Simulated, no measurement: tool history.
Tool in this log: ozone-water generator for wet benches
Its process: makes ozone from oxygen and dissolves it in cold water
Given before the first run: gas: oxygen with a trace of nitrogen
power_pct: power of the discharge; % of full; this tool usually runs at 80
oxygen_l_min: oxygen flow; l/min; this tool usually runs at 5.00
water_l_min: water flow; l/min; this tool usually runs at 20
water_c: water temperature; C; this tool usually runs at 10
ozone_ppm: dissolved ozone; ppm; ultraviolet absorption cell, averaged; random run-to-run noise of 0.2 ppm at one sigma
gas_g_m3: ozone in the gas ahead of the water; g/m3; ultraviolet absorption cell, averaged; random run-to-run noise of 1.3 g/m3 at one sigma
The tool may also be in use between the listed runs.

Run 1, day 0.000: usual settings. Result: ozone_ppm 26.8 ppm, gas_g_m3 233.2 g/m3.
Run 2, day 1.567: usual settings. Result: ozone_ppm 27.0 ppm, gas_g_m3 231.1 g/m3.
Run 3, day 2.950: usual settings. Result: ozone_ppm 26.3 ppm, gas_g_m3 232.5 g/m3.
Run 4, day 3.862: usual settings but water_c 13 C. Result: ozone_ppm 25.6 ppm, gas_g_m3 231.6 g/m3.
Run 5, day 4.908: usual settings but power_pct 76 % of full. Result: ozone_ppm 25.8 ppm, gas_g_m3 226.2 g/m3.
Run 6, day 5.954: usual settings. Result: ozone_ppm 26.6 ppm, gas_g_m3 233.9 g/m3.
Run 7, day 7.533: usual settings. Result: ozone_ppm 26.3 ppm, gas_g_m3 232.0 g/m3.
Run 8, day 8.342: usual settings but oxygen_l_min 3.19 l/min. Result: ozone_ppm 26.2 ppm, gas_g_m3 314.1 g/m3.
Run 9, day 9.208: usual settings but oxygen_l_min 3.19 l/min. Result: ozone_ppm 26.5 ppm, gas_g_m3 312.8 g/m3.
Run 10, day 10.008: usual settings but oxygen_l_min 3.19 l/min. Result: ozone_ppm 26.5 ppm, gas_g_m3 312.4 g/m3.
Run 11, day 11.388: usual settings. Result: ozone_ppm 26.7 ppm, gas_g_m3 233.7 g/m3.
Run 12, day 12.200: usual settings. Result: ozone_ppm 26.5 ppm, gas_g_m3 233.1 g/m3.
Run 13, day 13.671: usual settings. Result: ozone_ppm 26.6 ppm, gas_g_m3 232.7 g/m3.
Run 14, day 15.162: usual settings. Result: ozone_ppm 26.1 ppm, gas_g_m3 231.5 g/m3.
Run 15, day 16.058: usual settings. Result: ozone_ppm 26.5 ppm, gas_g_m3 233.0 g/m3.
Run 16, day 17.425: usual settings but power_pct 92 % of full, oxygen_l_min 2.58 l/min. Result: ozone_ppm 28.2 ppm, gas_g_m3 392.4 g/m3.
Run 17, day 18.467: usual settings but power_pct 92 % of full, oxygen_l_min 2.58 l/min. Result: ozone_ppm 28.0 ppm, gas_g_m3 395.7 g/m3.
Run 18, day 19.950: usual settings but power_pct 67 % of full, oxygen_l_min 2.58 l/min, water_c 6 C. Result: ozone_ppm 23.8 ppm, gas_g_m3 323.9 g/m3.
Run 19, day 21.067: usual settings but power_pct 44 % of full, oxygen_l_min 4.34 l/min, water_l_min 22 l/min. Result: ozone_ppm 16.8 ppm, gas_g_m3 176.3 g/m3.
Run 20, day 21.925: usual settings but power_pct 88 % of full, oxygen_l_min 4.53 l/min, water_l_min 14 l/min. Result: ozone_ppm 37.1 ppm, gas_g_m3 264.1 g/m3.
Run 21, day 23.308: usual settings but power_pct 88 % of full, oxygen_l_min 4.53 l/min, water_l_min 14 l/min. Result: ozone_ppm 36.5 ppm, gas_g_m3 263.0 g/m3.
Run 22, day 24.621: usual settings but power_pct 88 % of full, oxygen_l_min 4.53 l/min, water_l_min 14 l/min. Result: ozone_ppm 36.5 ppm, gas_g_m3 262.7 g/m3.
Run 23, day 25.838: usual settings but oxygen_l_min 4.53 l/min, water_l_min 26 l/min. Result: ozone_ppm 21.1 ppm, gas_g_m3 246.3 g/m3.
Run 24, day 26.883: usual settings but oxygen_l_min 4.53 l/min, water_l_min 26 l/min. Result: ozone_ppm 21.0 ppm, gas_g_m3 246.0 g/m3.
Run 25, day 27.908: usual settings but power_pct 43 % of full, water_c 6 C. Result: ozone_ppm 18.8 ppm, gas_g_m3 157.6 g/m3.
Run 26, day 29.425: usual settings but power_pct 84 % of full, oxygen_l_min 7.58 l/min, water_c 17 C. Result: ozone_ppm 23.0 ppm, gas_g_m3 182.1 g/m3.
Run 27, day 31.308: usual settings but power_pct 63 % of full, oxygen_l_min 8.02 l/min, water_l_min 24 l/min. Result: ozone_ppm 18.9 ppm, gas_g_m3 144.9 g/m3.
Run 28, day 32.538: usual settings but power_pct 40 % of full, oxygen_l_min 8.47 l/min, water_l_min 22 l/min, water_c 6 C. Result: ozone_ppm 15.9 ppm, gas_g_m3 105.9 g/m3.
Run 29, day 33.817: usual settings but power_pct 40 % of full, oxygen_l_min 8.47 l/min, water_l_min 22 l/min, water_c 6 C. Result: ozone_ppm 15.9 ppm, gas_g_m3 105.4 g/m3.

Forecast each of these 4 alternatives for the next run:
Run A, day 35.262: usual settings but power_pct 40 % of full, oxygen_l_min 8.47 l/min, water_l_min 15 l/min, water_c 16 C. Result: ozone_ppm ?, gas_g_m3 ?.
Run B, day 35.262: usual settings but oxygen_l_min 7.63 l/min, water_c 18 C. Result: ozone_ppm ?, gas_g_m3 ?.
Run C, day 35.262: usual settings but power_pct 40 % of full, oxygen_l_min 6.88 l/min, water_l_min 22 l/min, water_c 6 C. Result: ozone_ppm ?, gas_g_m3 ?.
Run D, day 35.262: usual settings but water_c 15 C. Result: ozone_ppm ?, gas_g_m3 ?.

run  ozone_ppm  gas_g_m3
  A       17.2     105.7
  B       22.2     174.5
  C       16.5     122.3
  D       24.3     229.5
Without the tool's hidden state the same runs would have given:
run  ozone_ppm  gas_g_m3
  A       18.3     107.0
  B       24.0     178.0
  C       17.7     123.8
  D       26.2     234.1

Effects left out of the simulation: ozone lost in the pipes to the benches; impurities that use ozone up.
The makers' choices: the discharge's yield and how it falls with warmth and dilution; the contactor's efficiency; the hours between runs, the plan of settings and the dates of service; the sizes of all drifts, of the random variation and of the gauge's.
